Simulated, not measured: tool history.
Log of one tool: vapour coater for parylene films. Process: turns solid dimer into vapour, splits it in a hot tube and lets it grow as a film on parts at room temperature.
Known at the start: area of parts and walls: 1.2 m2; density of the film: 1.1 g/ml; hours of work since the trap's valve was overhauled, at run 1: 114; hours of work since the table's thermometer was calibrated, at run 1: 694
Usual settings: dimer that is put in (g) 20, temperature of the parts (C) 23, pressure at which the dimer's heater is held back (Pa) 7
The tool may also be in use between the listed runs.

| run | hour | dimer that is put in (g) | temperature of the parts (C) | pressure at which the dimer's heater is held back (Pa) | hours of work since the trap's valve was overhauled | hours of work since the table's thermometer was calibrated | thickness of the film (µm) |
|---|---|---|---|---|---|---|---|
| 1 | 0 | 20 | 23 | 7 | 114 | 694 | 9.79 |
| 2 | 20.5 | 20 | 23 | 6.76 | 125 | 705 | 9.77 |
| 3 | 55 | 20 | 18 | 6.76 | 144 | 724 | 10.85 |
| 4 | 93.5 | 20 | 19 | 6.76 | 165 | 745 | 10.67 |
| 5 | 116.5 | 20 | 23 | 7 | 178 | 758 | 9.54 |
| 6 | 158.8 | 20 | 23 | 4.13 | 201 | 781 | 10.01 |
| 7 | 194.3 | 20 | 23 | 7 | 220 | 800 | 9.58 |
| 8 | 235.8 | 20 | 23 | 7 | 243 | 823 | 9.56 |
| 9 | 259.5 | 20 | 23 | 7 | 256 | 836 | 9.53 |
| 10 | 279.1 | 20 | 23 | 2.27 | 267 | 846 | 10.63 |
| 11 | 303.4 | 20 | 23 | 5.82 | 280 | 860 | 9.8 |
| 12 | 343.3 | 14 | 23 | 7 | 302 | 881 | 6.72 |
| 13 | 383 | 20 | 23 | 3.78 | 323 | 903 | 10.06 |
| 14 | 401 | 20 | 23 | 3.78 | 333 | 913 | 10.02 |
| 15 | 441.9 | 20 | 23 | 7.24 | 355 | 935 | 9.45 |
| 16 | 472.8 | 20 | 23 | 7.24 | 372 | 952 | 9.4 |
| 17 | 509.5 | 20 | 23 | 7.24 | 392 | 972 | 9.29 |
| 18 | 545.6 | 20 | 23 | 7.24 | 412 | 992 | 9.19 |
| 19 | 585.2 | 20 | 23 | 7.24 | 434 | 1013 | 9.35 |
| 20 | 627.6 | 20 | 23 | 7.24 | 457 | 1037 | 9.19 |
| 21 | 654.1 | 20 | 23 | 7.24 | 471 | 1051 | 9.31 |
| 22 | 685.9 | 20 | 23 | 7.24 | 489 | 1069 | 9.11 |
| 23 | 709.3 | 20 | 23 | 7.24 | 502 | 1081 | 8.98 |
| 24 | 744.4 | 33 | 20 | 7.14 | 521 | 1100 | 15.77 |
| 25 | 780.4 | 33 | 20 | 7.14 | 540 | 1120 | 15.72 |
| 26 | 806 | 33 | 20 | 3.63 | 554 | 1134 | 16.85 |
| 27 | 827.6 | 8 | 23 | 9.04 | 566 | 1146 | 3.57 |
| 28 | 853.2 | 8 | 23 | 9.04 | 580 | 1160 | 3.55 |
|  | 883.4 | trap's valve overhauled |
| 29 | 894.3 | 19 | 35 | 9.04 | 6 | 1180 | 6.46 |
| 30 | 919.2 | 19 | 35 | 9.04 | 20 | 1194 | 6.46 |
| 31 | 939.7 | 13 | 29 | 7 | 31 | 1205 | 5.02 |
| 32 | 971.9 | 20 | 19 | 3.07 | 48 | 1223 | 10.29 |
|  | 996.5 | trap's valve overhauled, once more |
| 33 | 1005.6 | 20 | 15 | 3.12 | 5 | 1239 | 12.44 |
| 34 | 1038.7 | 20 | 15 | 3.12 | 23 | 1257 | 12.45 |
| 35 | 1081.2 | 14 | 24 | 2.32 | 46 | 1280 | 7.5 |
| 36 | 1108.4 | 18 | 26 | 6.41 | 61 | 1295 | 8.35 |
| 37 | 1141.3 | 20 | 30 | 8.42 | 79 | 1313 | 8.31 |
| 38 | 1163.7 | 20 | 30 | 8.42 | 91 | 1325 | 8.26 |
| 39 | 1186.4 | 31 | 26 | 5.27 | 104 | 1337 | 14.47 |
| 40 | 1207.9 | 31 | 26 | 5.27 | 115 | 1349 | 14.89 |
| 41 | 1225.1 | 30 | 25 | 3.71 | 125 | 1359 | 14.85 |
| 42 | 1267.2 | 25 | 26 | 7 | 148 | 1382 | 11.38 |
| 43 | 1308 | 27 | 25 | 6.66 | 170 | 1404 | 12.47 |
| 44 | 1344.8 | 20 | 23 | 10.42 | 190 | 1424 | 9.06 |
| 45 | 1379.5 | 15 | 20 | 7 | 209 | 1443 | 7.58 |
| 46 | 1397.7 | 13 | 25 | 2.44 | 219 | 1453 | 6.62 |

How the hidden state differs across the entries between the runs, from the last listed run before each to the first after it:
Between runs 28 and 29: trap's valve overhauled (hour 883.4)
  vapour lost through the trap's worn valve, %: 8.7 -> 10.4; true temperature of the parts over the reading, C: 0.51 -> 0.53
  measured less the result without the state, thickness of the film (µm): -0.38 -> -0.83
Between runs 32 and 33: trap's valve overhauled, once more (hour 996.5)
  vapour lost through the trap's worn valve, %: 11 -> 0.2; true temperature of the parts over the reading, C: 0.55 -> 0.56
  measured less the result without the state, thickness of the film (µm): -1.4 -> -0.17
